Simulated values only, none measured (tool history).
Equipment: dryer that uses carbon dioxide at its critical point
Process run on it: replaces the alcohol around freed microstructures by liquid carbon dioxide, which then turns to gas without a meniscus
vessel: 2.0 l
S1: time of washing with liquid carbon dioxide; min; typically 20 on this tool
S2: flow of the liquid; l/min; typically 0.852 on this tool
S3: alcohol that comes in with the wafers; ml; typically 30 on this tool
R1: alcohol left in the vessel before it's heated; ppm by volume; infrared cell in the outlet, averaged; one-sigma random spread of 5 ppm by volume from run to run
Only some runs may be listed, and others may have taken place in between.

run 1 hour=0.0 | S1=20 S2=0.852 S3=30 | R1=71
run 2 hour=24.7 | S1=20 S2=0.852 S3=30 | R1=84
run 3 hour=52.6 | S1=20 S2=0.852 S3=30 | R1=93
run 4 hour=97.1 | S1=20 S2=0.852 S3=30 | R1=106
run 5 hour=124.5 | S1=20 S2=0.852 S3=21 | R1=115
run 6 hour=157.3 | S1=20 S2=0.852 S3=21 | R1=118
run 7 hour=193.2 | S1=20 S2=0.852 S3=21 | R1=115
run 8 hour=218.4 | S1=20 S2=0.852 S3=21 | R1=131
run 9 hour=249.0 | S1=20 S2=0.850 S3=30 | R1=130
run 10 hour=290.3 | S1=20 S2=0.850 S3=30 | R1=141
run 11 hour=335.3 | S1=20 S2=0.850 S3=30 | R1=157
run 12 hour=370.4 | S1=20 S2=0.852 S3=59 | R1=169
run 13 hour=411.0 | S1=20 S2=0.852 S3=37 | R1=161
run 14 hour=441.7 | S1=20 S2=0.852 S3=37 | R1=167
run 15 hour=466.6 | S1=20 S2=0.852 S3=37 | R1=179
run 16 hour=505.3 | S1=20 S2=0.852 S3=37 | R1=191
run 17 hour=544.0 | S1=20 S2=0.852 S3=37 | R1=209
run 18 hour=566.8 | S1=20 S2=0.852 S3=37 | R1=194
run 19 hour=608.2 | S1=31 S2=0.790 S3=26 | R1=199
run 20 hour=636.4 | S1=31 S2=0.790 S3=26 | R1=210
run 21 hour=655.8 | S1=31 S2=0.790 S3=26 | R1=204
run 22 hour=679.1 | S1=32 S2=0.852 S3=44 | R1=209
run 23 hour=712.4 | S1=16 S2=0.626 S3=39 | R1=514
run 24 hour=738.8 | S1=12 S2=0.626 S3=28 | R1=821
-- hour=762.3 inlet filter changed
run 25 hour=766.1 | S1=20 S2=0.768 S3=78 | R1=248
run 26 hour=796.2 | S1=20 S2=1.052 S3=89 | R1=230
run 27 hour=838.2 | S1=25 S2=1.273 S3=22 | R1=244
run 28 hour=873.1 | S1=31 S2=1.227 S3=22 | R1=248
run 29 hour=919.7 | S1=14 S2=0.826 S3=22 | R1=297
run 30 hour=948.9 | S1=16 S2=1.145 S3=75 | R1=266
run 31 hour=983.1 | S1=16 S2=1.145 S3=75 | R1=269

Hidden state or all else? Some run-to-run changes of R1, split into what the settings, what came in and random variation would give without the hidden state, and what is left for the hidden state (with any gauge scatter that isn't in both results):
Hidden conditions of the tool in this case: flow that reaches the vessel past the clogged filter, %; alcohol in the recycled carbon dioxide, ppm; drift of the gauge itself on alcohol_ppm, %.
Run 22 -> 23: S1 32 -> 16, S2 0.852 -> 0.626, S3 44 -> 39. R1 +305 ppm by volume: hidden state +165, all else +140.
Run 23 -> 24: S1 16 -> 12, S3 39 -> 28. R1 +307 ppm by volume: hidden state +111, all else +196.
Run 24 -> 25: S1 12 -> 20, S2 0.626 -> 0.768, S3 28 -> 78, inlet filter changed. R1 -573 ppm by volume: hidden state -256, all else -317.
